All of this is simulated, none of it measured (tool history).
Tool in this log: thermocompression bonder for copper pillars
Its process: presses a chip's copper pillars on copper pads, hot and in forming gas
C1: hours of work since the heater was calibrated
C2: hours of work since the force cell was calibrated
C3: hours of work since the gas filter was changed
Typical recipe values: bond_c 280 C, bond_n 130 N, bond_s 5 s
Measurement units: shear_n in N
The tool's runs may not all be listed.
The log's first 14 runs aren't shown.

run 15 hour=115 | bond_c=280 bond_n=130 bond_s=5 | C1=298 C2=365 C3=353 | shear_n=81.9
run 16 hour=124.4 | bond_c=271 bond_n=130 bond_s=5 | C1=304 C2=371 C3=358 | shear_n=76.1
run 17 hour=133.9 | bond_c=271 bond_n=130 bond_s=5 | C1=309 C2=376 C3=363 | shear_n=75.6
run 18 hour=140.5 | bond_c=280 bond_n=130 bond_s=5 | C1=312 C2=379 C3=367 | shear_n=82.1
run 19 hour=147.8 | bond_c=280 bond_n=130 bond_s=5 | C1=317 C2=383 C3=371 | shear_n=81.7
-- hour=149.8 forming gas filter changed
run 20 hour=157.5 | bond_c=280 bond_n=130 bond_s=5 | C1=322 C2=389 C3=4 | shear_n=82.9
run 21 hour=166.4 | bond_c=280 bond_n=130 bond_s=5 | C1=327 C2=393 C3=9 | shear_n=82.3
run 22 hour=174.2 | bond_c=301 bond_n=84 bond_s=10 | C1=331 C2=398 C3=13 | shear_n=87.7
run 23 hour=184.5 | bond_c=267 bond_n=105 bond_s=3 | C1=337 C2=403 C3=19 | shear_n=49.2
run 24 hour=191.8 | bond_c=280 bond_n=142 bond_s=3 | C1=341 C2=408 C3=23 | shear_n=74
run 25 hour=200.4 | bond_c=256 bond_n=142 bond_s=8 | C1=345 C2=412 C3=28 | shear_n=81
run 26 hour=208.5 | bond_c=256 bond_n=142 bond_s=8 | C1=350 C2=417 C3=32 | shear_n=81.2
run 27 hour=217.5 | bond_c=292 bond_n=131 bond_s=8 | C1=355 C2=422 C3=37 | shear_n=103.7
run 28 hour=228.1 | bond_c=294 bond_n=87 bond_s=4 | C1=361 C2=428 C3=43 | shear_n=62.3
run 29 hour=239.6 | bond_c=286 bond_n=87 bond_s=15 | C1=367 C2=434 C3=50 | shear_n=90.4
run 30 hour=245.8 | bond_c=262 bond_n=176 bond_s=10 | C1=370 C2=437 C3=53 | shear_n=105.9
run 31 hour=256.3 | bond_c=262 bond_n=182 bond_s=3 | C1=376 C2=443 C3=59 | shear_n=77.3
run 32 hour=266.8 | bond_c=280 bond_n=117 bond_s=6 | C1=382 C2=449 C3=65 | shear_n=80.8
run 33 hour=273.1 | bond_c=280 bond_n=117 bond_s=6 | C1=385 C2=452 C3=68 | shear_n=80.5
run 34 hour=280.1 | bond_c=280 bond_n=117 bond_s=6 | C1=389 C2=456 C3=72 | shear_n=79.9
run 35 hour=290.4 | bond_c=297 bond_n=115 bond_s=3 | C1=395 C2=462 C3=78 | shear_n=72.8
run 36 hour=300 | bond_c=260 bond_n=153 bond_s=6 | C1=400 C2=467 C3=83 | shear_n=81.8
run 37 hour=310 | bond_c=260 bond_n=170 bond_s=5 | C1=406 C2=473 C3=88 | shear_n=83.7

Run 38 comes next. What will it give?
run 38 hour=317.2 | bond_c=280 bond_n=84 bond_s=5 | C1=410 C2=477 C3=92 | shear_n=?

{"run 38": {"shear_n": 56.4}}
Without the tool's hidden state the same run would have given shear_n 56.4 N.

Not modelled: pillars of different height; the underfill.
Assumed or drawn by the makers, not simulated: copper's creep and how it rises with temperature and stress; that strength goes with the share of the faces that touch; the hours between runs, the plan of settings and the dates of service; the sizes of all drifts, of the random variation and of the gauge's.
